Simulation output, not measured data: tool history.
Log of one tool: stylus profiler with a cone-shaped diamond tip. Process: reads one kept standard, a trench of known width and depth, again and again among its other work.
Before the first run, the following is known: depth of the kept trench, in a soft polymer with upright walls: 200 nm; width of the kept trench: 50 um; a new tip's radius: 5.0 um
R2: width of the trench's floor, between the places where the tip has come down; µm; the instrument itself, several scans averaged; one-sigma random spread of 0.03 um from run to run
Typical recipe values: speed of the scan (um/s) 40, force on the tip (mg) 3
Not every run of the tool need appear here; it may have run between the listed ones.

run 1 hour=0 | speed_of_the_scan_(um/s)=40 force_on_the_tip_(mg)=3 | depth_of_the_trench_(nm)=201.33 R2=46.74
run 2 hour=30.2 | speed_of_the_scan_(um/s)=18 force_on_the_tip_(mg)=3 | depth_of_the_trench_(nm)=201.74 R2=46.81
run 3 hour=85.3 | speed_of_the_scan_(um/s)=18 force_on_the_tip_(mg)=3 | depth_of_the_trench_(nm)=201.56 R2=46.77
run 4 hour=132.7 | speed_of_the_scan_(um/s)=18 force_on_the_tip_(mg)=3 | depth_of_the_trench_(nm)=201.46 R2=46.78
run 5 hour=165.1 | speed_of_the_scan_(um/s)=18 force_on_the_tip_(mg)=3 | depth_of_the_trench_(nm)=201.73 R2=46.74
run 6 hour=220.3 | speed_of_the_scan_(um/s)=40 force_on_the_tip_(mg)=3 | depth_of_the_trench_(nm)=201.66 R2=46.73
run 7 hour=262.4 | speed_of_the_scan_(um/s)=40 force_on_the_tip_(mg)=3 | depth_of_the_trench_(nm)=201.62 R2=46.7
run 8 hour=296.3 | speed_of_the_scan_(um/s)=40 force_on_the_tip_(mg)=3 | depth_of_the_trench_(nm)=201.62 R2=46.73
-- hour=299.5 height scale calibrated on a step standard
run 9 hour=329.5 | speed_of_the_scan_(um/s)=40 force_on_the_tip_(mg)=2.14 | depth_of_the_trench_(nm)=201.39 R2=46.65
run 10 hour=370.7 | speed_of_the_scan_(um/s)=40 force_on_the_tip_(mg)=2.14 | depth_of_the_trench_(nm)=201.5 R2=46.64
run 11 hour=400.8 | speed_of_the_scan_(um/s)=40 force_on_the_tip_(mg)=2.14 | depth_of_the_trench_(nm)=201.6 R2=46.7
run 12 hour=439.2 | speed_of_the_scan_(um/s)=41 force_on_the_tip_(mg)=3 | depth_of_the_trench_(nm)=201.72 R2=46.64
-- hour=499.8 height scale calibrated on a step standard, once more
run 13 hour=500.9 | speed_of_the_scan_(um/s)=40 force_on_the_tip_(mg)=3 | depth_of_the_trench_(nm)=201.15 R2=46.69
run 14 hour=540.2 | speed_of_the_scan_(um/s)=40 force_on_the_tip_(mg)=2.58 | depth_of_the_trench_(nm)=201.26 R2=46.6
run 15 hour=570.4 | speed_of_the_scan_(um/s)=16 force_on_the_tip_(mg)=4.44 | depth_of_the_trench_(nm)=201.64 R2=46.75
run 16 hour=624.1 | speed_of_the_scan_(um/s)=36 force_on_the_tip_(mg)=3 | depth_of_the_trench_(nm)=201.07 R2=46.6
run 17 hour=677.1 | speed_of_the_scan_(um/s)=91 force_on_the_tip_(mg)=7.67 | depth_of_the_trench_(nm)=202.34 R2=46.52
run 18 hour=713.6 | speed_of_the_scan_(um/s)=70 force_on_the_tip_(mg)=7.67 | depth_of_the_trench_(nm)=202.32 R2=46.56
run 19 hour=761.3 | speed_of_the_scan_(um/s)=105 force_on_the_tip_(mg)=7.67 | depth_of_the_trench_(nm)=202.41 R2=46.53
run 20 hour=799.1 | speed_of_the_scan_(um/s)=37 force_on_the_tip_(mg)=7.67 | depth_of_the_trench_(nm)=202.34 R2=46.62
run 21 hour=857.5 | speed_of_the_scan_(um/s)=14 force_on_the_tip_(mg)=4.58 | depth_of_the_trench_(nm)=201.61 R2=46.63
run 22 hour=914.9 | speed_of_the_scan_(um/s)=14 force_on_the_tip_(mg)=3.76 | depth_of_the_trench_(nm)=201.62 R2=46.63
run 23 hour=972 | speed_of_the_scan_(um/s)=30 force_on_the_tip_(mg)=5.62 | depth_of_the_trench_(nm)=202.1 R2=46.58
run 24 hour=1025.2 | speed_of_the_scan_(um/s)=30 force_on_the_tip_(mg)=5.62 | depth_of_the_trench_(nm)=202 R2=46.59
run 25 hour=1068.3 | speed_of_the_scan_(um/s)=30 force_on_the_tip_(mg)=5.62 | depth_of_the_trench_(nm)=202.03 R2=46.62
run 26 hour=1107.5 | speed_of_the_scan_(um/s)=40 force_on_the_tip_(mg)=3.92 | depth_of_the_trench_(nm)=201.59 R2=46.51

The logged runs with the hidden state left out (each run's random variation unchanged):
Unlogged tool condition in this case: radius of the tip, um; height scale over the true one, %; drift of the gauge itself on depth_nm, %; drift of the gauge itself on floor_um, %.
run=1 depth_of_the_trench_(nm)=201.02 R2=47.07
run=2 depth_of_the_trench_(nm)=201.42 R2=47.14
run=3 depth_of_the_trench_(nm)=201.23 R2=47.12
run=4 depth_of_the_trench_(nm)=201.11 R2=47.13
run=5 depth_of_the_trench_(nm)=201.38 R2=47.11
run=6 depth_of_the_trench_(nm)=201.29 R2=47.1
run=7 depth_of_the_trench_(nm)=201.25 R2=47.09
run=8 depth_of_the_trench_(nm)=201.24 R2=47.12
run=9 depth_of_the_trench_(nm)=200.86 R2=47.05
run=10 depth_of_the_trench_(nm)=200.96 R2=47.05
run=11 depth_of_the_trench_(nm)=201.06 R2=47.11
run=12 depth_of_the_trench_(nm)=201.16 R2=47.06
run=13 depth_of_the_trench_(nm)=201.19 R2=47.12
run=14 depth_of_the_trench_(nm)=201.29 R2=47.04
run=15 depth_of_the_trench_(nm)=201.66 R2=47.2
run=16 depth_of_the_trench_(nm)=201.08 R2=47.06
run=17 depth_of_the_trench_(nm)=202.34 R2=46.99
run=18 depth_of_the_trench_(nm)=202.31 R2=47.04
run=19 depth_of_the_trench_(nm)=202.39 R2=47.02
run=20 depth_of_the_trench_(nm)=202.31 R2=47.12
run=21 depth_of_the_trench_(nm)=201.56 R2=47.14
run=22 depth_of_the_trench_(nm)=201.56 R2=47.15
run=23 depth_of_the_trench_(nm)=202.03 R2=47.12
run=24 depth_of_the_trench_(nm)=201.91 R2=47.13
run=25 depth_of_the_trench_(nm)=201.94 R2=47.17
run=26 depth_of_the_trench_(nm)=201.49 R2=47.07
